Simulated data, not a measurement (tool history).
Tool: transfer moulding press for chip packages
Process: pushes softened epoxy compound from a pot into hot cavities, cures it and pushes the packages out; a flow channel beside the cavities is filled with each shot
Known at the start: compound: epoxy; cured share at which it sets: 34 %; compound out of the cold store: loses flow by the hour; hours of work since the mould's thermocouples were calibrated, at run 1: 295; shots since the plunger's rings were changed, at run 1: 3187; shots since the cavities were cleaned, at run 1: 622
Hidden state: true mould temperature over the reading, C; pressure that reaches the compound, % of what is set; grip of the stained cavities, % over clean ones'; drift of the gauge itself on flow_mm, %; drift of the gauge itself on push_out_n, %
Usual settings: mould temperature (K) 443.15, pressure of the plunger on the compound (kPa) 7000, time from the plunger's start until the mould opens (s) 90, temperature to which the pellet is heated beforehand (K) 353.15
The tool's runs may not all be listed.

run	hour	mould temperature (K)	pressure of the plunger on the compound (kPa)	time from the plunger's start until the mould opens (s)	temperature to which the pellet is heated beforehand (K)	hours of work since the mould's thermocouples were calibrated	shots since the plunger's rings were changed	shots since the cavities were cleaned	incoming compound's hours out of the cold store	length that the compound runs in the flow channel (mm)	greatest force on the pins that push the packages out (N)
1	0.0	443.15	7000	90	353.15	295	3187	622	12.4	792	827
# hour 34.8: plunger's sealing rings changed
# hour 51.0: cavities cleaned with cleaning compound and waxed
2	75.0	443.15	7000	90	353.15	336	431	267	38.0	739	634
3	136.9	443.15	7000	90	353.15	371	1118	954	45.9	695	830
# hour 158.3: cavities cleaned with cleaning compound and waxed
4	192.1	443.15	7000	93	353.15	402	1714	375	40.7	693	596
5	252.5	443.15	7000	93	353.15	436	2385	1046	40.3	698	810
# hour 264.7: cavities cleaned with cleaning compound and waxed
6	306.9	443.15	7000	93	353.15	466	2973	469	30.8	725	700
7	342.8	441.15	7000	90	353.15	487	3371	867	30.1	721	984
# hour 364.1: plunger's sealing rings changed
# hour 377.7: cavities cleaned with cleaning compound and waxed
8	420.2	441.15	7000	90	353.15	529	607	473	9.4	853	876
9	471.6	443.15	7000	90	353.15	558	1177	1043	32.7	733	851
# hour 483.1: cavities cleaned with cleaning compound and waxed
10	531.5	443.15	7000	90	353.15	591	1826	538	11.2	804	801
11	566.6	443.15	7000	90	353.15	611	2216	928	19.5	767	914
# hour 587.3: cavities cleaned with cleaning compound and waxed
12	639.9	443.15	7000	90	353.15	652	3013	584	41.3	685	736
13	685.2	443.15	7000	90	353.15	678	3516	1087	9.8	795	967
# hour 691.7: plunger's sealing rings changed
# hour 696.8: cavities cleaned with cleaning compound and waxed
14	762.7	443.15	7000	90	353.15	720	772	732	36.7	730	772
# hour 805.9: cavities cleaned with cleaning compound and waxed
15	828.1	440.15	5700	127	353.15	756	1482	247	34.5	678	564
16	859.2	436.15	5270	76	362.15	774	1827	592	22.7	695	1941
# hour 910.7: cavities cleaned with cleaning compound and waxed
17	918.2	435.15	5380	128	353.15	807	2466	84	44.1	625	511
18	966.9	435.15	5380	128	353.15	835	3007	625	44.2	615	702
# hour 1015.5: cavities cleaned with cleaning compound and waxed
# hour 1021.2: plunger's sealing rings changed
19	1021.2	435.15	7450	128	353.15	863	0	35	43.7	771	511
# hour 1037.9: mould's thermocouples calibrated
20	1086.8	447.15	7000	73	355.15	28	706	741	37.7	699	871
# hour 1126.6: cavities cleaned with cleaning compound and waxed
21	1157.2	447.15	7540	90	362.15	67	1471	340	13.9	827	573
22	1189.0	436.15	6860	91	362.15	85	1824	693	16.2	817	1230
# hour 1231.3: cavities cleaned with cleaning compound and waxed
23	1231.3	443.15	7000	90	354.15	109	2277	0	44.5	669	472
24	1302.0	443.15	7000	87	354.15	149	3063	786	32.5	725	904
# hour 1336.8: cavities cleaned with cleaning compound and waxed
25	1343.7	443.15	6510	101	346.15	172	3509	77	24.1	708	480
# hour 1353.2: plunger's sealing rings changed
26	1417.4	443.15	8720	90	345.15	212	712	867	30.2	850	845
# hour 1447.8: cavities cleaned with cleaning compound and waxed
27	1485.3	438.15	7050	79	349.15	250	1450	416	27.1	769	1307

4 ways to go on from here, each from the tool as it stands after run 27. What would each give?
A	1548.9	439.15	7050	79	359.15	287	2157	1123	30.7	?	?
B	1548.9	443.15	7000	89	353.15	287	2157	1123	15.3	?	?
C	1548.9	439.15	7050	79	349.15	287	2157	1123	43.8	?	?
D	1548.9	438.15	7180	108	359.15	287	2157	1123	43.4	?	?

run	length that the compound runs in the flow channel (mm)	greatest force on the pins that push the packages out (N)
A	750	1445
B	796	903
C	710	1442
D	717	807
Without the tool's hidden state the same runs would have given:
run	length that the compound runs in the flow channel (mm)	greatest force on the pins that push the packages out (N)
A	780	800
B	827	502
C	738	800
D	745	448
